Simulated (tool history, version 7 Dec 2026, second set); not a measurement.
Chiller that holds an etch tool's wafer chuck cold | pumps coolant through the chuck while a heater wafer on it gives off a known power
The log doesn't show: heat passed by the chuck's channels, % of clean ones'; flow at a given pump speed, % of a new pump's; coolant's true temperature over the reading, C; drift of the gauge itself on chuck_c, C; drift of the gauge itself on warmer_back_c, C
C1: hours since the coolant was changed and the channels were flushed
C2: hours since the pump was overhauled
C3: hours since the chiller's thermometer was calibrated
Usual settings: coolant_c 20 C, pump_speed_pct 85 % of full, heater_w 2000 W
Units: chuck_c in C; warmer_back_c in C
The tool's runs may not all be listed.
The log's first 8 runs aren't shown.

run 9 hour=414.8 | coolant_c=20 pump_speed_pct=85 heater_w=2000 | C1=2345 C2=2534 C3=1719 | chuck_c=31.8 warmer_back_c=4.33
run 10 hour=455.2 | coolant_c=15 pump_speed_pct=85 heater_w=2000 | C1=2386 C2=2574 C3=1760 | chuck_c=26.7 warmer_back_c=4.33
run 11 hour=528.7 | coolant_c=20 pump_speed_pct=66 heater_w=2000 | C1=2459 C2=2648 C3=1833 | chuck_c=35.0 warmer_back_c=5.55
run 12 hour=580.5 | coolant_c=20 pump_speed_pct=68 heater_w=2000 | C1=2511 C2=2700 C3=1885 | chuck_c=34.3 warmer_back_c=5.36
run 13 hour=614.2 | coolant_c=20 pump_speed_pct=68 heater_w=2000 | C1=2545 C2=2733 C3=1919 | chuck_c=34.4 warmer_back_c=5.46
run 14 hour=682.2 | coolant_c=20 pump_speed_pct=68 heater_w=2000 | C1=2613 C2=2801 C3=1987 | chuck_c=34.5 warmer_back_c=5.45
run 15 hour=714.9 | coolant_c=20 pump_speed_pct=68 heater_w=2000 | C1=2645 C2=2834 C3=2019 | chuck_c=34.3 warmer_back_c=5.45
run 16 hour=761.6 | coolant_c=20 pump_speed_pct=85 heater_w=2000 | C1=2692 C2=2881 C3=2066 | chuck_c=31.8 warmer_back_c=4.37
run 17 hour=826.7 | coolant_c=20 pump_speed_pct=93 heater_w=2000 | C1=2757 C2=2946 C3=2131 | chuck_c=30.8 warmer_back_c=4.05
run 18 hour=865.2 | coolant_c=20 pump_speed_pct=93 heater_w=1140 | C1=2796 C2=2984 C3=2170 | chuck_c=26.2 warmer_back_c=2.35
run 19 hour=913.3 | coolant_c=19 pump_speed_pct=85 heater_w=2000 | C1=2844 C2=3032 C3=2218 | chuck_c=30.8 warmer_back_c=4.41
run 20 hour=951.4 | coolant_c=11 pump_speed_pct=79 heater_w=1820 | C1=2882 C2=3071 C3=2256 | chuck_c=22.4 warmer_back_c=4.37
run 21 hour=999.8 | coolant_c=11 pump_speed_pct=61 heater_w=2341 | C1=2930 C2=3119 C3=2304 | chuck_c=29.2 warmer_back_c=7.07

The next listed run, before its measurement:
run 22 hour=1055.6 | coolant_c=23 pump_speed_pct=87 heater_w=2124 | C1=2986 C2=3175 C3=2360 | chuck_c=? warmer_back_c=?

Run 22 gave chuck_c 35.2 C, warmer_back_c 4.58 C.
Without the tool's hidden state the same run would have given chuck_c 35.2 C, warmer_back_c 4.44 C.
